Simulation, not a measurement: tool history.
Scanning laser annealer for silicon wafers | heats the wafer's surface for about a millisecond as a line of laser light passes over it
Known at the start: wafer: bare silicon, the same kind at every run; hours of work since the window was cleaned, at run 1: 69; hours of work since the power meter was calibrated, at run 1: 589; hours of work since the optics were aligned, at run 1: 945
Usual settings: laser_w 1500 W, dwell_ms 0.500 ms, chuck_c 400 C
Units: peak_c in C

run,hour,laser_w,dwell_ms,chuck_c,hours of work since the window was cleaned,hours of work since the power meter was calibrated,hours of work since the optics were aligned,peak_c
1,0.0,1500,0.500,400,69,589,945,1147
2,22.9,1500,0.500,400,84,603,959,1142
3,42.1,1458,0.500,400,96,615,971,1126
4,71.4,1458,0.500,400,114,633,989,1125
5,98.5,1458,0.500,400,131,650,1006,1121
6,114.3,1458,0.500,400,141,660,1016,1124
7,144.4,1458,0.500,400,160,679,1035,1123
8,167.9,1500,0.500,400,174,693,1050,1144
9,192.1,1500,0.500,400,189,709,1065,1143
10,209.2,1500,0.500,400,200,719,1075,1145
11,234.3,1500,0.500,400,216,735,1091,1142
12,270.2,1500,0.500,400,238,757,1114,1143
13,298.1,1500,0.556,400,256,775,1131,1178
14,322.8,1500,0.556,400,271,790,1146,1180
15,345.6,1295,0.500,400,285,805,1161,1043
16,374.3,1295,0.500,400,303,822,1179,1047
17,409.4,1295,0.500,400,325,844,1201,1044
18,446.6,1295,0.500,400,348,868,1224,1046
19,470.5,1500,0.391,400,363,883,1239,1067
20,486.3,1500,0.391,400,373,892,1249,1068
21,513.8,1500,0.391,400,390,910,1266,1069
22,544.0,1386,0.456,413,409,928,1285,1075
23,577.5,1386,0.456,413,430,949,1306,1073
# hour 589.9: window over the wafer cleaned
24,609.0,1546,0.619,432,12,968,1324,1273
25,629.0,1546,0.619,432,24,980,1336,1273
26,665.5,1546,0.400,432,47,1003,1359,1126
27,699.2,1311,0.472,378,68,1024,1380,1017
28,725.1,1311,0.472,378,84,1040,1396,1018
29,763.5,1307,0.472,378,108,1064,1420,1012
30,791.6,1307,0.521,421,126,1082,1438,1082
31,815.2,1465,0.407,422,141,1097,1453,1088
32,833.7,1465,0.407,422,152,1108,1464,1083
33,855.1,1465,0.407,422,166,1122,1478,1087
34,881.3,1500,0.500,403,182,1138,1494,1145
35,904.3,1500,0.500,361,196,1152,1508,1104
36,935.7,1458,0.521,381,216,1172,1528,1119
37,963.9,1466,0.594,381,234,1189,1546,1163
38,991.1,1464,0.598,408,251,1206,1563,1194
39,1007.4,1288,0.365,416,261,1217,1573,977

Forecast each of these 5 alternatives for the next run:
A,1032.2,1309,0.453,400,276,1232,1588,?
B,1032.2,1392,0.365,416,276,1232,1588,?
C,1032.2,1319,0.525,400,276,1232,1588,?
D,1032.2,1380,0.500,400,276,1232,1588,?
E,1032.2,1288,0.611,402,276,1232,1588,?

run,peak_c
A,1024
B,1017
C,1071
D,1087
E,1100
Without the tool's hidden state the same runs would have given:
run,peak_c
A,1025
B,1018
C,1071
D,1087
E,1101
